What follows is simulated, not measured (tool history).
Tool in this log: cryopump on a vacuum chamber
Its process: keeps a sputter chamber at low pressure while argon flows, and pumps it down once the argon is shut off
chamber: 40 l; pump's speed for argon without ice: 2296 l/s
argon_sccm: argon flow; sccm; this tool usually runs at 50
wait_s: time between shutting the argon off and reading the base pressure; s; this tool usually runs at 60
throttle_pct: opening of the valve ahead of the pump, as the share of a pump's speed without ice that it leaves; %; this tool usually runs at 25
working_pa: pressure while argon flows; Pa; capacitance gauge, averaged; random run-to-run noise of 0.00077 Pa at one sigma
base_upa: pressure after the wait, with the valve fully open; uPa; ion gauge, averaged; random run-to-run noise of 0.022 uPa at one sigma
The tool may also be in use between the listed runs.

{"run": 1, "day": 0.0, "argon_sccm": 50, "wait_s": 60, "throttle_pct": 25, "working_pa": 0.1542, "base_upa": 0.82}
{"day": 1.746, "done": "pump warmed up, emptied and cooled again"}
{"run": 2, "day": 1.85, "argon_sccm": 50, "wait_s": 60, "throttle_pct": 25, "working_pa": 0.1498, "base_upa": 0.81}
{"run": 3, "day": 3.562, "argon_sccm": 50, "wait_s": 60, "throttle_pct": 25, "working_pa": 0.1481, "base_upa": 0.82}
{"run": 4, "day": 6.208, "argon_sccm": 50, "wait_s": 60, "throttle_pct": 25, "working_pa": 0.1499, "base_upa": 0.81}
{"run": 5, "day": 8.562, "argon_sccm": 50, "wait_s": 60, "throttle_pct": 25, "working_pa": 0.1475, "base_upa": 0.82}
{"run": 6, "day": 11.096, "argon_sccm": 50, "wait_s": 60, "throttle_pct": 25, "working_pa": 0.1493, "base_upa": 0.81}
{"run": 7, "day": 12.692, "argon_sccm": 50, "wait_s": 60, "throttle_pct": 25, "working_pa": 0.148, "base_upa": 0.83}
{"run": 8, "day": 14.621, "argon_sccm": 50, "wait_s": 60, "throttle_pct": 25, "working_pa": 0.1489, "base_upa": 0.83}
{"run": 9, "day": 16.012, "argon_sccm": 50, "wait_s": 60, "throttle_pct": 25, "working_pa": 0.1495, "base_upa": 0.83}
{"run": 10, "day": 18.325, "argon_sccm": 50, "wait_s": 60, "throttle_pct": 25, "working_pa": 0.1508, "base_upa": 0.86}
{"run": 11, "day": 20.533, "argon_sccm": 50, "wait_s": 60, "throttle_pct": 25, "working_pa": 0.149, "base_upa": 0.86}
{"run": 12, "day": 22.312, "argon_sccm": 50, "wait_s": 60, "throttle_pct": 25, "working_pa": 0.1513, "base_upa": 0.86}
{"run": 13, "day": 24.546, "argon_sccm": 50, "wait_s": 60, "throttle_pct": 25, "working_pa": 0.1514, "base_upa": 0.87}
{"run": 14, "day": 26.708, "argon_sccm": 50, "wait_s": 60, "throttle_pct": 25, "working_pa": 0.1499, "base_upa": 0.84}
{"run": 15, "day": 29.092, "argon_sccm": 50, "wait_s": 60, "throttle_pct": 21, "working_pa": 0.1779, "base_upa": 0.84}
{"run": 16, "day": 30.562, "argon_sccm": 50, "wait_s": 60, "throttle_pct": 56, "working_pa": 0.0695, "base_upa": 0.85}
{"run": 17, "day": 32.554, "argon_sccm": 66, "wait_s": 60, "throttle_pct": 56, "working_pa": 0.0908, "base_upa": 0.89}
{"run": 18, "day": 34.504, "argon_sccm": 20, "wait_s": 60, "throttle_pct": 56, "working_pa": 0.0276, "base_upa": 0.86}
{"run": 19, "day": 35.971, "argon_sccm": 56, "wait_s": 60, "throttle_pct": 17, "working_pa": 0.2489, "base_upa": 0.87}
{"run": 20, "day": 37.454, "argon_sccm": 56, "wait_s": 60, "throttle_pct": 17, "working_pa": 0.2467, "base_upa": 0.82}
{"run": 21, "day": 38.783, "argon_sccm": 45, "wait_s": 44, "throttle_pct": 18, "working_pa": 0.1896, "base_upa": 1.06}
{"run": 22, "day": 41.179, "argon_sccm": 50, "wait_s": 272, "throttle_pct": 16, "working_pa": 0.235, "base_upa": 0.47}
{"run": 23, "day": 42.896, "argon_sccm": 50, "wait_s": 272, "throttle_pct": 16, "working_pa": 0.2327, "base_upa": 0.44}
{"run": 24, "day": 45.221, "argon_sccm": 50, "wait_s": 272, "throttle_pct": 16, "working_pa": 0.2339, "base_upa": 0.47}
{"run": 25, "day": 46.633, "argon_sccm": 50, "wait_s": 272, "throttle_pct": 16, "working_pa": 0.2351, "base_upa": 0.48}
{"run": 26, "day": 48.354, "argon_sccm": 60, "wait_s": 101, "throttle_pct": 16, "working_pa": 0.284, "base_upa": 0.67}
{"run": 27, "day": 50.946, "argon_sccm": 45, "wait_s": 60, "throttle_pct": 25, "working_pa": 0.139, "base_upa": 0.87}
{"run": 28, "day": 53.521, "argon_sccm": 45, "wait_s": 60, "throttle_pct": 25, "working_pa": 0.1368, "base_upa": 0.94}
{"run": 29, "day": 55.221, "argon_sccm": 71, "wait_s": 55, "throttle_pct": 23, "working_pa": 0.2384, "base_upa": 0.98}
{"run": 30, "day": 57.425, "argon_sccm": 71, "wait_s": 55, "throttle_pct": 23, "working_pa": 0.2379, "base_upa": 0.98}
{"run": 31, "day": 58.683, "argon_sccm": 50, "wait_s": 60, "throttle_pct": 35, "working_pa": 0.1113, "base_upa": 0.91}
{"run": 32, "day": 60.983, "argon_sccm": 94, "wait_s": 244, "throttle_pct": 25, "working_pa": 0.2907, "base_upa": 0.5}
{"run": 33, "day": 62.621, "argon_sccm": 22, "wait_s": 244, "throttle_pct": 25, "working_pa": 0.0671, "base_upa": 0.53}
{"run": 34, "day": 63.929, "argon_sccm": 38, "wait_s": 60, "throttle_pct": 25, "working_pa": 0.1175, "base_upa": 0.95}
{"run": 35, "day": 65.146, "argon_sccm": 47, "wait_s": 40, "throttle_pct": 29, "working_pa": 0.126, "base_upa": 1.22}

Pick out some run-to-run changes in working_pa. Of each, how much would a tool without hidden state show as well, from the settings, what came in and chance, and how much is left for the hidden state and any gauge scatter not in both results compared?
Unlogged tool condition in this case: pump's speed, % of a pump's without ice; cold plate's temperature, K; leak into the chamber, uPa l/s; drift of the gauge itself on working_pa, %; drift of the gauge itself on base_upa, %.
Run 1 -> 2: pump warmed up, emptied and cooled again. working_pa -0.0044 Pa: hidden state -0.0074, all else +0.0030.
Run 18 -> 19: argon_sccm 20 -> 56, throttle_pct 56 -> 17. working_pa +0.2213 Pa: hidden state +0.0030, all else +0.2183.
Run 31 -> 32: argon_sccm 50 -> 94, wait_s 60 -> 244, throttle_pct 35 -> 25. working_pa +0.1794 Pa: hidden state +0.0065, all else +0.1729.
Run 32 -> 33: argon_sccm 94 -> 22. working_pa -0.2236 Pa: hidden state -0.0099, all else -0.2137.
